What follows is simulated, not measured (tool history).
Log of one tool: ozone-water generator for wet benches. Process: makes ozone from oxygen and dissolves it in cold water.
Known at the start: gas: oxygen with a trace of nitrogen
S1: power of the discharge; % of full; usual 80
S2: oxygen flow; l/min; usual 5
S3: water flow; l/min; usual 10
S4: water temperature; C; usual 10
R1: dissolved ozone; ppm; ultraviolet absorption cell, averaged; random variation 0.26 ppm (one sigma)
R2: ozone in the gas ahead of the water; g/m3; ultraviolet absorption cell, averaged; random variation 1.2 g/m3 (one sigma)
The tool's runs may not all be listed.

run 1 hour=0 | S1=80 S2=5 S3=10 S4=10 | R1=35.9 R2=193
run 2 hour=143.1 | S1=80 S2=5 S3=10 S4=10 | R1=35.7 R2=193.1
run 3 hour=242 | S1=80 S2=5 S3=10 S4=10 | R1=35.8 R2=193.5
run 4 hour=347.8 | S1=80 S2=5 S3=10 S4=10 | R1=35.5 R2=194.7
run 5 hour=421.3 | S1=70 S2=5 S3=10 S4=10 | R1=33.4 R2=179.1
run 6 hour=576.8 | S1=41 S2=5 S3=10 S4=10 | R1=24.4 R2=131.1
run 7 hour=711.6 | S1=80 S2=5 S3=10 S4=10 | R1=35.5 R2=193.7
run 8 hour=783.8 | S1=80 S2=5 S3=10 S4=10 | R1=35.2 R2=189.8
run 9 hour=939.6 | S1=80 S2=5 S3=10 S4=10 | R1=35.2 R2=191.4
run 10 hour=1047.2 | S1=80 S2=5 S3=10 S4=10 | R1=35 R2=190.9
run 11 hour=1185.3 | S1=80 S2=5 S3=10 S4=10 | R1=35.1 R2=191.9
run 12 hour=1305 | S1=80 S2=5 S3=10 S4=10 | R1=34.4 R2=191.3
run 13 hour=1472.8 | S1=80 S2=5 S3=10 S4=15 | R1=31.5 R2=188.9
run 14 hour=1585.2 | S1=80 S2=5 S3=10 S4=10 | R1=34.5 R2=188.8
run 15 hour=1676.4 | S1=59 S2=5 S3=10 S4=10 | R1=29.1 R2=159.1
run 16 hour=1811.6 | S1=80 S2=5 S3=10 S4=13 | R1=32.7 R2=189.5
run 17 hour=1913.6 | S1=80 S2=5 S3=10 S4=13 | R1=32.9 R2=189
run 18 hour=1990.9 | S1=80 S2=5 S3=10 S4=13 | R1=32.4 R2=186.7
run 19 hour=2109.2 | S1=80 S2=5 S3=10 S4=13 | R1=33 R2=186.4
run 20 hour=2245.8 | S1=79 S2=5 S3=12 S4=9 | R1=29.5 R2=186.9
run 21 hour=2355.6 | S1=64 S2=3.99 S3=9 S4=6 | R1=34.2 R2=178.7
run 22 hour=2495.4 | S1=64 S2=7.8 S3=10 S4=6 | R1=32.1 R2=135.9
-- hour=2640.9 water thermometer calibrated
run 23 hour=2642.1 | S1=80 S2=5 S3=10 S4=13 | R1=32.1 R2=185.5
run 24 hour=2792.8 | S1=80 S2=5 S3=10 S4=13 | R1=32.3 R2=184.9
run 25 hour=2888.2 | S1=80 S2=5 S3=10 S4=13 | R1=32.2 R2=184.9
run 26 hour=2966.7 | S1=68 S2=5.58 S3=9 S4=5 | R1=36.5 R2=161.5
run 27 hour=3045.7 | S1=54 S2=5.85 S3=12 S4=10 | R1=23.4 R2=138.2
run 28 hour=3141.8 | S1=54 S2=5.85 S3=12 S4=10 | R1=23.7 R2=137
run 29 hour=3308.4 | S1=92 S2=2.7 S3=8 S4=15 | R1=37.7 R2=254.5
run 30 hour=3395.2 | S1=92 S2=2.7 S3=8 S4=15 | R1=37.8 R2=256.1
run 31 hour=3509.7 | S1=72 S2=8.28 S3=7 S4=9 | R1=38.4 R2=139.2
run 32 hour=3626.7 | S1=80 S2=5 S3=12 S4=7 | R1=30 R2=184.5
run 33 hour=3756.2 | S1=57 S2=5 S3=12 S4=6 | R1=25.1 R2=150.5

Hidden state or all else? Some run-to-run changes of R1, split into what the settings, what came in and random variation would give without the hidden state, and what is left for the hidden state (with any gauge scatter that isn't in both results):
The hidden state here: yield of the discharge, % of new electrodes'; contactor's efficiency, % of a clean one's; true water temperature over the reading, C; drift of the gauge itself on ozone_ppm, %; drift of the gauge itself on gas_g_m3, %.
Run 6 -> 7: S1 41 -> 80. R1 +11.1 ppm: hidden state -2.9, all else +14.
Run 26 -> 27: S1 68 -> 54, S2 5.58 -> 5.85, S3 9 -> 12, S4 5 -> 10. R1 -13.1 ppm: hidden state +2.7, all else -15.8.
Run 28 -> 29: S1 54 -> 92, S2 5.85 -> 2.7, S3 12 -> 8, S4 10 -> 15. R1 +14 ppm: hidden state -4.3, all else +18.3.
